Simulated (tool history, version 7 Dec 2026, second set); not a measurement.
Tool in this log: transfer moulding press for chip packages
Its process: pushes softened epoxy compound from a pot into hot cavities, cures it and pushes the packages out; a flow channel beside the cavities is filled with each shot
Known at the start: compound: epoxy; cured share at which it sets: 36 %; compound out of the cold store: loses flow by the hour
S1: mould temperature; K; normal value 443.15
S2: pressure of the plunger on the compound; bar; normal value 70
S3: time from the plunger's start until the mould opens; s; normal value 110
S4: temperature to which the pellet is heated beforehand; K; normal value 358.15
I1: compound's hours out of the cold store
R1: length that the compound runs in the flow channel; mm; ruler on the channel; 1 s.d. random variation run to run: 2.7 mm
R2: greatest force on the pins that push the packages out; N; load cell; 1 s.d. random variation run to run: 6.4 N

Run 1, hour 0: usual settings; I1 33.8. Result: R1 577 mm, R2 241 N.
Run 2, hour 8.9: usual settings; I1 15.5. Result: R1 639 mm, R2 255 N.
Run 3, hour 14.5: usual settings but S1 441.15 K; I1 16.4. Result: R1 640 mm, R2 271 N.
Run 4, hour 23: usual settings but S1 441.15 K; I1 29.8. Result: R1 596 mm, R2 264 N.
Run 5, hour 29.9: usual settings but S1 441.15 K; I1 21. Result: R1 630 mm, R2 274 N.
Run 6, hour 35.7: usual settings but S1 441.15 K; I1 43.6. Result: R1 548 mm, R2 264 N.
At hour 47.2: cavities cleaned with cleaning compound and waxed.
Run 7, hour 48.6: usual settings but S1 449.15 K, S2 68.3 bar, S3 91 s, S4 356.15 K; I1 41.7. Result: R1 537 mm, R2 247 N.
Run 8, hour 60.2: usual settings but S1 449.15 K, S2 68.3 bar, S3 91 s, S4 356.15 K; I1 9.5. Result: R1 644 mm, R2 251 N.
Run 9, hour 70.1: usual settings but S2 61.9 bar, S4 361.15 K; I1 47.2. Result: R1 502 mm, R2 240 N.
Run 10, hour 81.9: usual settings but S2 70.8 bar, S4 355.15 K; I1 13.3. Result: R1 652 mm, R2 257 N.

Each row is a separate what-if for the run after 10, all from the same tool condition, not one after another. Results?
At hour 90.9: plunger's sealing rings changed.
Run A, hour 93.8: usual settings but S2 62.6 bar, S3 101 s, S4 364.15 K; I1 45.3. Result: R1 ?, R2 ?.
At hour 90.9: plunger's sealing rings changed.
Run B, hour 93.8: usual settings but S2 70.8 bar, S3 96 s, S4 356.15 K; I1 35.7. Result: R1 ?, R2 ?.
At hour 90.9: plunger's sealing rings changed.
Run C, hour 93.8: usual settings but S2 60.5 bar; I1 13.4. Result: R1 ?, R2 ?.
At hour 90.9: plunger's sealing rings changed.
Run D, hour 93.8: usual settings but S1 445.15 K, S2 54.5 bar, S4 355.15 K; I1 37. Result: R1 ?, R2 ?.

run   R1   R2
  A  511  262
  B  578  277
  C  600  257
  D  497  259
Without the tool's hidden state the same runs would have given:
run   R1   R2
  A  511  259
  B  578  273
  C  600  254
  D  497  255

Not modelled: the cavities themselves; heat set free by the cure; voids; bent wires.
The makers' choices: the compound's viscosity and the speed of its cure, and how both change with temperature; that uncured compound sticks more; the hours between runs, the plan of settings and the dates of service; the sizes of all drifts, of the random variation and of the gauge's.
